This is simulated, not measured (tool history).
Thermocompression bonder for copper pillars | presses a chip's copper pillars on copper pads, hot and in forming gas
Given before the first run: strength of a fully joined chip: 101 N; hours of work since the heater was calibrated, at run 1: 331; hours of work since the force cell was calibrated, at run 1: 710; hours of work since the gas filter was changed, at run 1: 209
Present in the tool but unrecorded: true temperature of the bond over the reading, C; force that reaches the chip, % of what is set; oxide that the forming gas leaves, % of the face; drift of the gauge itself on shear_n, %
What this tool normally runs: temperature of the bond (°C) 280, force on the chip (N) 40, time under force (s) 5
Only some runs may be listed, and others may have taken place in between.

| run | hour | temperature of the bond (°C) | force on the chip (N) | time under force (s) | hours of work since the heater was calibrated | hours of work since the force cell was calibrated | hours of work since the gas filter was changed | force that shears a chip off (N) |
|---|---|---|---|---|---|---|---|---|
| 1 | 0 | 280 | 40 | 5 | 331 | 710 | 209 | 39.6 |
| 2 | 64.5 | 280 | 40 | 5 | 357 | 736 | 236 | 38.8 |
| 3 | 139.7 | 280 | 40 | 5 | 387 | 767 | 266 | 39.1 |
| 4 | 206.9 | 280 | 40 | 5 | 415 | 794 | 293 | 39.2 |
| 5 | 276.6 | 280 | 40 | 5 | 443 | 822 | 322 | 38.7 |
| 6 | 318.2 | 280 | 40 | 11 | 460 | 839 | 338 | 50.9 |
| 7 | 394.6 | 264 | 40 | 5 | 491 | 870 | 369 | 31.9 |
| 8 | 457 | 264 | 40 | 5 | 516 | 895 | 395 | 31.3 |
| 9 | 520.2 | 264 | 40 | 5 | 542 | 921 | 420 | 32.1 |
| 10 | 592.5 | 264 | 40 | 5 | 571 | 950 | 450 | 31.6 |
|  | 630.9 | forming gas filter changed |
| 11 | 630.9 | 264 | 40 | 5 | 586 | 965 | 0 | 33.5 |
| 12 | 673.1 | 258 | 26 | 4 | 603 | 983 | 17 | 19.7 |
| 13 | 739.1 | 279 | 24 | 4 | 630 | 1009 | 44 | 23.2 |
| 14 | 814.7 | 279 | 24 | 4 | 661 | 1040 | 74 | 22.2 |
| 15 | 887.5 | 279 | 24 | 4 | 690 | 1069 | 104 | 22.4 |
|  | 894.3 | heater calibrated with a thermocouple chip |
| 16 | 940 | 266 | 45 | 10 | 19 | 1090 | 124 | 47.3 |
| 17 | 1007.9 | 269 | 32 | 5 | 46 | 1118 | 152 | 28.2 |
| 18 | 1050 | 269 | 38 | 12 | 63 | 1135 | 169 | 44.2 |
| 19 | 1121.2 | 290 | 28 | 7 | 92 | 1163 | 198 | 34.6 |
| 20 | 1184.9 | 292 | 28 | 7 | 118 | 1189 | 224 | 35 |
| 21 | 1223.5 | 295 | 32 | 4 | 133 | 1205 | 239 | 31.6 |
| 22 | 1296.7 | 273 | 32 | 13 | 163 | 1235 | 269 | 39.8 |

Below are 3 alternative next runs, each starting from the tool's condition after run 22. Predict each:
|  | 1321.6 | heater calibrated with a thermocouple chip, once more |
| A | 1332.8 | 273 | 26 | 3 | 5 | 1248 | 283 | ? |
|  | 1321.6 | heater calibrated with a thermocouple chip, once more |
| B | 1332.8 | 285 | 25 | 13 | 5 | 1248 | 283 | ? |
|  | 1321.6 | heater calibrated with a thermocouple chip, once more |
| C | 1332.8 | 269 | 32 | 6 | 5 | 1248 | 283 | ? |

| run | force that shears a chip off (N) |
|---|---|
| A | 21.6 |
| B | 42.8 |
| C | 32.2 |
Had the tool no hidden state, the same runs would have come out as:
| run | force that shears a chip off (N) |
|---|---|
| A | 22.2 |
| B | 44.2 |
| C | 33.1 |

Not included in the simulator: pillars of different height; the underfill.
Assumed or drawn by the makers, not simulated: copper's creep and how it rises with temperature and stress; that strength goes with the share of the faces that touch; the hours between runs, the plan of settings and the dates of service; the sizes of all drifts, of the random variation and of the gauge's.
